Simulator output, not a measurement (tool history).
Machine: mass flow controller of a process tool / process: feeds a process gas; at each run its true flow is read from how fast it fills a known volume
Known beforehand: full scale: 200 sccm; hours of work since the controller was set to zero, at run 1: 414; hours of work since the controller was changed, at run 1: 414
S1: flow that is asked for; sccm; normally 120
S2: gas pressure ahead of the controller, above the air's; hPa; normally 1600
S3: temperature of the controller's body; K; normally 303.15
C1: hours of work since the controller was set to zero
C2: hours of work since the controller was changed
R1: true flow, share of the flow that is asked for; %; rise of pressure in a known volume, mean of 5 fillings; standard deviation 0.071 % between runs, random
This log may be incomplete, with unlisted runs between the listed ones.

run 1 hour=0 | S1=120 S2=1600 S3=303.15 | C1=414 C2=414 | R1=100.08
run 2 hour=182.9 | S1=120 S2=1600 S3=303.15 | C1=486 C2=486 | R1=100.01
run 3 hour=538.4 | S1=120 S2=1600 S3=303.15 | C1=627 C2=627 | R1=100.2
run 4 hour=896 | S1=120 S2=1600 S3=303.15 | C1=769 C2=769 | R1=100.39
run 5 hour=1084.2 | S1=120 S2=1600 S3=303.15 | C1=844 C2=844 | R1=100.58
run 6 hour=1321.6 | S1=120 S2=1600 S3=303.15 | C1=938 C2=938 | R1=100.63
run 7 hour=1615.7 | S1=120 S2=1600 S3=309.15 | C1=1055 C2=1055 | R1=101.01
run 8 hour=1945.5 | S1=120 S2=1600 S3=296.15 | C1=1186 C2=1186 | R1=100.45
run 9 hour=2263.2 | S1=120 S2=1600 S3=303.15 | C1=1312 C2=1312 | R1=101.03
run 10 hour=2576.2 | S1=120 S2=1600 S3=303.15 | C1=1436 C2=1436 | R1=100.88
run 11 hour=2875.9 | S1=120 S2=1600 S3=303.15 | C1=1555 C2=1555 | R1=101.17
run 12 hour=3091.7 | S1=120 S2=1600 S3=303.15 | C1=1640 C2=1640 | R1=101.12
run 13 hour=3320.1 | S1=120 S2=2260 S3=303.15 | C1=1731 C2=1731 | R1=101.57
run 14 hour=3643.8 | S1=120 S2=1600 S3=303.15 | C1=1859 C2=1859 | R1=101.39
run 15 hour=3979.1 | S1=120 S2=1600 S3=303.15 | C1=1992 C2=1992 | R1=101.55
run 16 hour=4249.5 | S1=120 S2=1600 S3=303.15 | C1=2100 C2=2100 | R1=101.68
run 17 hour=4606.3 | S1=120 S2=1600 S3=303.15 | C1=2241 C2=2241 | R1=101.69
run 18 hour=4926.4 | S1=120 S2=1600 S3=295.15 | C1=2368 C2=2368 | R1=101.49
run 19 hour=5282.4 | S1=35 S2=1600 S3=295.15 | C1=2509 C2=2509 | R1=103.06
run 20 hour=5656.2 | S1=66 S2=2030 S3=303.15 | C1=2658 C2=2658 | R1=102.63
run 21 hour=5957.7 | S1=182 S2=2540 S3=303.15 | C1=2777 C2=2777 | R1=102.47
run 22 hour=6237.1 | S1=182 S2=2540 S3=303.15 | C1=2888 C2=2888 | R1=102.65

Run 23 is up next; what results do you expect?
run 23 hour=6430 | S1=121 S2=1600 S3=299.15 | C1=2965 C2=2965 | R1=?

R1: 102.2 %
Had the tool carried no hidden state, the very same run would have given R1 99.63 %.
